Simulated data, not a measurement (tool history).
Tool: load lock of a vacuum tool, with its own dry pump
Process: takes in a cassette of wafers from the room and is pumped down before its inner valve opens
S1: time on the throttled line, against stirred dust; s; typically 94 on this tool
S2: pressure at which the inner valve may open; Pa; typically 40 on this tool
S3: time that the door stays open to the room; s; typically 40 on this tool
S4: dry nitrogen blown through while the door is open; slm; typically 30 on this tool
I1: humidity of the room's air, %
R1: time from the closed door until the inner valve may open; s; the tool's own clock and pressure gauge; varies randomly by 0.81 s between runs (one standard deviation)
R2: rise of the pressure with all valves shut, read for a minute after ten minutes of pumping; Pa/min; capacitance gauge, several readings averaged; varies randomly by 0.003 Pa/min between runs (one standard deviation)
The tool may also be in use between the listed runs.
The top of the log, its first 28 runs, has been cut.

{"run": 29, "hour": 2485.3, "S1": 59, "S2": 41, "S3": 86, "S4": 11, "I1": 45.9, "R1": 95.8, "R2": 0.064}
{"run": 30, "hour": 2588.3, "S1": 79, "S2": 41, "S3": 86, "S4": 7, "I1": 41.9, "R1": 113.3, "R2": 0.064}
{"run": 31, "hour": 2647.4, "S1": 141, "S2": 29, "S3": 86, "S4": 23, "I1": 44.4, "R1": 168.1, "R2": 0.052}
{"run": 32, "hour": 2756.6, "S1": 141, "S2": 29, "S3": 86, "S4": 23, "I1": 44.6, "R1": 167.9, "R2": 0.06}
{"run": 33, "hour": 2867.8, "S1": 141, "S2": 29, "S3": 86, "S4": 23, "I1": 45.6, "R1": 167.4, "R2": 0.056}
{"run": 34, "hour": 2919.9, "S1": 106, "S2": 48, "S3": 86, "S4": 20, "I1": 44.3, "R1": 135.6, "R2": 0.055}
{"run": 35, "hour": 3030.7, "S1": 106, "S2": 48, "S3": 86, "S4": 20, "I1": 46, "R1": 137, "R2": 0.056}
{"run": 36, "hour": 3143.4, "S1": 72, "S2": 40, "S3": 40, "S4": 30, "I1": 44.4, "R1": 107.9, "R2": 0.037}

Forecast each of these 3 alternatives for the next run:
{"run": "A", "hour": 3223.9, "S1": 94, "S2": 28, "S3": 40, "S4": 17, "I1": 45.9, "R1": "?", "R2": "?"}
{"run": "B", "hour": 3223.9, "S1": 72, "S2": 64, "S3": 55, "S4": 30, "I1": 45.4, "R1": "?", "R2": "?"}
{"run": "C", "hour": 3223.9, "S1": 93, "S2": 40, "S3": 210, "S4": 30, "I1": 45.5, "R1": "?", "R2": "?"}

run=A R1=129.7 R2=0.046
run=B R1=105.5 R2=0.039
run=C R1=126.7 R2=0.069
Without the tool's unlogged condition, the same runs would have read:
run=A R1=128.8 R2=0.032
run=B R1=104.6 R2=0.025
run=C R1=125.9 R2=0.054
